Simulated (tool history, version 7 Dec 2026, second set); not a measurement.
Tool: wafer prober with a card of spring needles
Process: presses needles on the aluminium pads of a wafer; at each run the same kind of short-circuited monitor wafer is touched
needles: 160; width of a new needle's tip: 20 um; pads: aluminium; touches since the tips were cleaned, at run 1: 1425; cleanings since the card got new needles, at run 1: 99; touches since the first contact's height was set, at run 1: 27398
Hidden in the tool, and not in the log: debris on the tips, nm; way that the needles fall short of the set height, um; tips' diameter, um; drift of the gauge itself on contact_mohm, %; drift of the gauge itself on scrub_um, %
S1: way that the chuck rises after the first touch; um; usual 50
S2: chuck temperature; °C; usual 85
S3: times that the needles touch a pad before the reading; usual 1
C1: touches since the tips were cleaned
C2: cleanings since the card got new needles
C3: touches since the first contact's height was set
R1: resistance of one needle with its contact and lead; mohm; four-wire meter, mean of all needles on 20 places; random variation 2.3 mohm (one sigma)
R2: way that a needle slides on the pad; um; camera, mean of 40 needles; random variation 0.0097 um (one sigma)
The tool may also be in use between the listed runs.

run    hour  S1   S2  S3    C1   C2     C3   R1      R2
  1     0.0  50   85   1  1425   99  27398  327  10.867
        8.2  -- tips cleaned on abrasive film
       19.0  -- tips cleaned on abrasive film
       32.5  -- tips cleaned on abrasive film
       46.1  -- tips cleaned on abrasive film
       56.9  -- tips cleaned on abrasive film
       70.5  -- tips cleaned on abrasive film
       84.0  -- tips cleaned on abrasive film
  2    86.8  50   58   1  1289  106  67024  309  10.810
       94.9  -- tips cleaned on abrasive film
      108.4  -- tips cleaned on abrasive film
      116.8  -- height of the first contact set anew
      122.3  -- tips cleaned on abrasive film
      135.8  -- tips cleaned on abrasive film
      146.7  -- tips cleaned on abrasive film
      160.2  -- tips cleaned on abrasive film
  3   166.5  50   58   1  2920  112  22708  380  10.735
      172.0  -- tips cleaned on abrasive film
      185.6  -- tips cleaned on abrasive film
      199.1  -- tips cleaned on abrasive film
      212.6  -- tips cleaned on abrasive film
      226.2  -- tips cleaned on abrasive film
  4   228.1  50   85   1   894  117  50811  303  10.700
      238.9  -- tips cleaned on abrasive film
      252.5  -- tips cleaned on abrasive film
      266.0  -- tips cleaned on abrasive film
  5   274.2  50   85   1  3772  120  71897  393  10.655
      277.0  -- tips cleaned on abrasive film
      290.5  -- tips cleaned on abrasive film
      293.5  -- height of the first contact set anew
      304.4  -- tips cleaned on abrasive film
      317.9  -- tips cleaned on abrasive film
      331.4  -- tips cleaned on abrasive film
      345.0  -- tips cleaned on abrasive film
      358.5  -- tips cleaned on abrasive film
  6   362.3  50   85   1  1737  127  31420  335  10.859
      370.4  -- tips cleaned on abrasive film
      384.0  -- tips cleaned on abrasive film
      397.5  -- tips cleaned on abrasive film
  7   403.6  50   85   1  2787  130  50285  375  10.834
      409.0  -- tips cleaned on abrasive film
      420.1  -- height of the first contact set anew, once more
      422.9  -- tips cleaned on abrasive film
      436.4  -- tips cleaned on abrasive film
  8   446.8  50   85   1  4794  133  12215  416  10.874
      449.6  -- tips cleaned on abrasive film
      460.5  -- tips cleaned on abrasive film
      474.0  -- tips cleaned on abrasive film
      487.5  -- tips cleaned on abrasive film
      501.1  -- tips cleaned on abrasive film
      514.6  -- tips cleaned on abrasive film
      528.1  -- tips cleaned on abrasive film
  9   537.3  50   85   2  4238  140  53555  348  10.824
      540.1  -- tips cleaned on abrasive film
      553.7  -- tips cleaned on abrasive film
      567.2  -- tips cleaned on abrasive film
      578.8  -- tips cleaned on abrasive film
 10   578.8  50   85   2     0  144  72469  266  10.803
      592.4  -- tips cleaned on abrasive film
      595.3  -- height of the first contact set anew
      606.2  -- tips cleaned on abrasive film
      617.0  -- tips cleaned on abrasive film
      630.6  -- tips cleaned on abrasive film
 11   636.1  50   85   1  2553  148  18631  361  10.895
      641.6  -- tips cleaned on abrasive film
      655.1  -- tips cleaned on abrasive film
      666.0  -- tips cleaned on abrasive film
      679.5  -- tips cleaned on abrasive film
 12   688.4  50   85   1  4103  152  42526  401  10.847
      691.2  -- tips cleaned on abrasive film
      704.8  -- tips cleaned on abrasive film
      715.6  -- tips cleaned on abrasive film
      729.1  -- tips cleaned on abrasive film
      742.7  -- tips cleaned on abrasive film
      756.2  -- tips cleaned on abrasive film
 13   766.3  39   85   1  4649  158  78093  501   8.406
      769.1  -- tips cleaned on abrasive film
      772.1  -- height of the first contact set anew
      780.2  -- tips cleaned on abrasive film
      793.8  -- tips cleaned on abrasive film
      807.3  -- tips cleaned on abrasive film
 14   813.3  55   85   2  2751  162  18828  309  11.978
      818.7  -- tips cleaned on abrasive film
      832.3  -- tips cleaned on abrasive film
      845.8  -- tips cleaned on abrasive film
      859.4  -- tips cleaned on abrasive film
      870.2  -- tips cleaned on abrasive film
      883.7  -- tips cleaned on abrasive film
 15   887.0  63   59   3  1488  168  52472  264  13.663
      895.1  -- tips cleaned on abrasive film
      906.0  -- tips cleaned on abrasive film
      919.5  -- tips cleaned on abrasive film
      933.0  -- tips cleaned on abrasive film
 16   933.1  56   69   1    38  172  73537  263  12.092
      944.0  -- tips cleaned on abrasive film
      949.7  -- height of the first contact set anew
      957.8  -- tips cleaned on abrasive film
      971.4  -- tips cleaned on abrasive film
      984.9  -- tips cleaned on abrasive film
      998.4  -- tips cleaned on abrasive film
     1011.8  -- tips cleaned on abrasive film
 17  1011.8  66   70   1     0  178  28387  254  14.361
     1025.4  -- tips cleaned on abrasive film
     1038.9  -- tips cleaned on abrasive film
     1052.4  -- tips cleaned on abrasive film
     1063.3  -- tips cleaned on abrasive film
 18  1065.7  66   70   1  1110  182  52996  283  14.303
     1076.5  -- tips cleaned on abrasive film
     1090.1  -- tips cleaned on abrasive film
     1103.6  -- tips cleaned on abrasive film
     1117.1  -- tips cleaned on abrasive film
     1125.5  -- height of the first contact set anew
     1128.3  -- tips cleaned on abrasive film
     1141.8  -- tips cleaned on abrasive film
     1152.7  -- tips cleaned on abrasive film
 19  1152.8  40   85   2    39  189  12407  278   8.704
     1163.6  -- tips cleaned on abrasive film
     1174.5  -- tips cleaned on abrasive film
     1188.0  -- tips cleaned on abrasive film
 20  1198.7  40   85   2  4936  192  33430  413   8.670
     1201.5  -- tips cleaned on abrasive film
     1212.4  -- tips cleaned on abrasive film
     1225.9  -- tips cleaned on abrasive film
     1239.4  -- tips cleaned on abrasive film
     1253.0  -- tips cleaned on abrasive film
     1263.8  -- tips cleaned on abrasive film
     1277.3  -- tips cleaned on abrasive film
     1288.2  -- tips cleaned on abrasive film
 21  1290.2  40   79   3   931  200  75175  303   8.621
     1301.1  -- tips cleaned on abrasive film
     1301.4  -- height of the first contact set anew
     1312.2  -- tips cleaned on abrasive film
     1325.8  -- tips cleaned on abrasive film
     1339.3  -- tips cleaned on abrasive film
     1352.8  -- tips cleaned on abrasive film
     1366.4  -- tips cleaned on abrasive film
     1379.6  -- tips cleaned on abrasive film
 22  1379.6  45  105   2     0  207  35722  274   9.763
     1393.1  -- tips cleaned on abrasive film
     1406.6  -- tips cleaned on abrasive film
     1417.5  -- tips cleaned on abrasive film
     1431.0  -- tips cleaned on abrasive film
     1444.6  -- tips cleaned on abrasive film
 23  1452.7  37   85   2  3761  212  69166  440   7.967
     1455.5  -- tips cleaned on abrasive film
     1469.1  -- tips cleaned on abrasive film
     1477.4  -- height of the first contact set anew
     1482.9  -- tips cleaned on abrasive film
     1496.4  -- tips cleaned on abrasive film
 24  1503.3  52   32   2  3159  216  11816  327  11.334

Forecast each of these 3 alternatives for the next run:
     1508.8  -- tips cleaned on abrasive film
     1522.3  -- tips cleaned on abrasive film
     1535.8  -- tips cleaned on abrasive film
     1549.4  -- tips cleaned on abrasive film
  A  1549.6  52  32   1  123  220  32965   ?   ?
     1508.8  -- tips cleaned on abrasive film
     1522.3  -- tips cleaned on abrasive film
     1535.8  -- tips cleaned on abrasive film
     1549.4  -- tips cleaned on abrasive film
  B  1549.6  35  85   2  123  220  32965   ?   ?
     1508.8  -- tips cleaned on abrasive film
     1522.3  -- tips cleaned on abrasive film
     1535.8  -- tips cleaned on abrasive film
     1549.4  -- tips cleaned on abrasive film
  C  1549.6  52  97   2  123  220  32965   ?   ?

run   R1      R2
  A  260  11.291
  B  288   7.573
  C  268  11.314
Without the tool's hidden state the same runs would have given:
run   R1      R2
  A  239  11.348
  B  262   7.630
  C  255  11.370

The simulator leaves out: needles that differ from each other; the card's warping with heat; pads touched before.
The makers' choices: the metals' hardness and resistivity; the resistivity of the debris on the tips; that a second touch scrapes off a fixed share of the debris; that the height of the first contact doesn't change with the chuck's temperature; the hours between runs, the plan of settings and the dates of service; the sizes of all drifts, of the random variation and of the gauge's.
